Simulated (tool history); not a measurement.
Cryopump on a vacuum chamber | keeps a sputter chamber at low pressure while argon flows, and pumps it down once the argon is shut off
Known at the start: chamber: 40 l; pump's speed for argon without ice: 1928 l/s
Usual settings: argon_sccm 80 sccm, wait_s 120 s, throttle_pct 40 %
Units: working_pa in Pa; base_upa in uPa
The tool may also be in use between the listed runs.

run     day  argon_sccm  wait_s  throttle_pct  working_pa  base_upa
  1   0.000          80     120            40      0.1781      2.05
  2   0.796          80     120            40      0.1776      1.99
  3   1.771          80      37            40      0.1781      3.38
  4   3.558          33      37            40      0.0724      3.46
  5   5.242          33      37            40      0.0738      3.45
  6   7.050          33      37            40      0.0743      3.51
  7   8.329          85     120            40      0.1899      2.10
  8   9.508          80     120            47      0.1536      2.11
  9  10.408         129     120            40      0.2885      2.11
 10  11.717         129     120            40      0.2896      2.12
 11  13.142         129     120            40      0.2927      2.24
 12  14.462         129     120            40      0.2901      2.21
 13  15.254          80      43            40      0.1811      3.40
 14  16.275          80      43            40      0.1816      3.37
 15  17.162          52     207            44      0.1070      1.98
 16  18.796          97     207            46      0.1923      1.98
 17  20.100          80     117            40      0.1812      2.25
 18  21.396          80     117            41      0.1766      2.40
 19  22.983          78     120            34      0.2082      2.36
 20  24.596          41     120            40      0.0947      2.36
 21  26.396          43      81            51      0.0768      2.74
 22  28.050          43      81            51      0.0782      2.74
 23  29.367         139     221            40      0.3201      2.15
 24  31.075          86      23            17      0.4509      5.02
 25  32.271          86     122            19      0.4047      2.52
 26  33.762          86     122            19      0.4055      2.51
 27  34.788          50      26            40      0.1149      4.76
 28  35.792          80      78            26      0.2804      2.91

Measured less the same run without the tool's hidden state. The same run-to-run variation is in both; the gauge's scatter may not be:
The hidden state here: pump's speed, % of a pump's without ice; cold plate's temperature, K; leak into the chamber, uPa l/s; drift of the gauge itself on working_pa, %; drift of the gauge itself on base_upa, %.
run  working_pa  base_upa
  1     +0.0025     +1.26
  2     +0.0026     +1.23
  3     +0.0028     +1.25
  4     +0.0013     +1.30
  5     +0.0014     +1.31
  6     +0.0015     +1.35
  7     +0.0041     +1.35
  8     +0.0042     +1.36
  9     +0.0069     +1.36
 10     +0.0073     +1.37
 11     +0.0078     +1.45
 12     +0.0081     +1.45
 13     +0.0052     +1.48
 14     +0.0054     +1.49
 15     +0.0036     +1.51
 16     +0.0071     +1.50
 17     +0.0061     +1.49
 18     +0.0064     +1.58
 19     +0.0065     +1.59
 20     +0.0036     +1.61
 21     +0.0040     +1.66
 22     +0.0042     +1.68
 23     +0.0139     +1.67
 24     +0.0089     +1.72
 25     +0.0091     +1.75
 26     +0.0094     +1.75
 27     +0.0057     +1.80
 28     +0.0093     +1.81

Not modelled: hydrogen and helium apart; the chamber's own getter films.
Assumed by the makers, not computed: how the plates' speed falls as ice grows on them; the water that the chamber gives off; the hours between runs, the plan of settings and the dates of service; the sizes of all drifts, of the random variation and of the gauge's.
